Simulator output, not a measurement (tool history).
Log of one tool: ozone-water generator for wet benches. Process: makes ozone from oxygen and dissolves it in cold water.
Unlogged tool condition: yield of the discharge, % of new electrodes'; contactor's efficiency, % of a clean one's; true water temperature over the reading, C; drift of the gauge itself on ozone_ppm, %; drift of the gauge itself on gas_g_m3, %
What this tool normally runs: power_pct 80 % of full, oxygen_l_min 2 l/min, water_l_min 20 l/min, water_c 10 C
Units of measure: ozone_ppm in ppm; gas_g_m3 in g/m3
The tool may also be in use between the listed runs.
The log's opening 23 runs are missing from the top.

run,hour,power_pct,oxygen_l_min,water_l_min,water_c,hours of work since the electrodes were changed,hours of work since the contactor was cleaned,hours of work since the thermometer was calibrated,ozone_ppm,gas_g_m3
24,2038,66,2.91,28,13,2730,656,1278,7.4,113.6
25,2132.6,66,2.91,28,13,2805,731,1352,7.2,112.8
26,2246.4,80,1.47,20,10,2895,820,1442,9.9,185.4
27,2298.9,51,2,24,10,2936,862,1483,6.9,118.1
28,2379,51,2,24,10,2999,925,1546,6.8,117.9
29,2444.2,51,2,24,10,3050,976,1598,6.7,117.5
30,2503.1,86,2,20,10,3097,1023,1644,11.3,163.4
31,2556.8,86,2,14,10,3139,1065,1686,15.9,164.4
32,2678.4,96,2.19,18,7,3235,1161,1782,14,166.9
33,2751.2,69,2.15,19,6,3292,1218,1840,11.1,136.7

Below are 3 alternative next runs, each starting from the tool's condition after run 33. Predict each:
A,2822.6,44,2,20,10,3349,1274,1896,?,?
B,2822.6,80,2.44,20,10,3349,1274,1896,?,?
C,2822.6,64,2.05,19,6,3349,1274,1896,?,?

run,ozone_ppm,gas_g_m3
A,7.3,106.7
B,11.3,141.1
C,10.1,132.2
Stripped of hidden state, with their random variation kept, the same runs would have yielded:
run,ozone_ppm,gas_g_m3
A,7.7,110.5
B,12,149
C,10.6,138.6
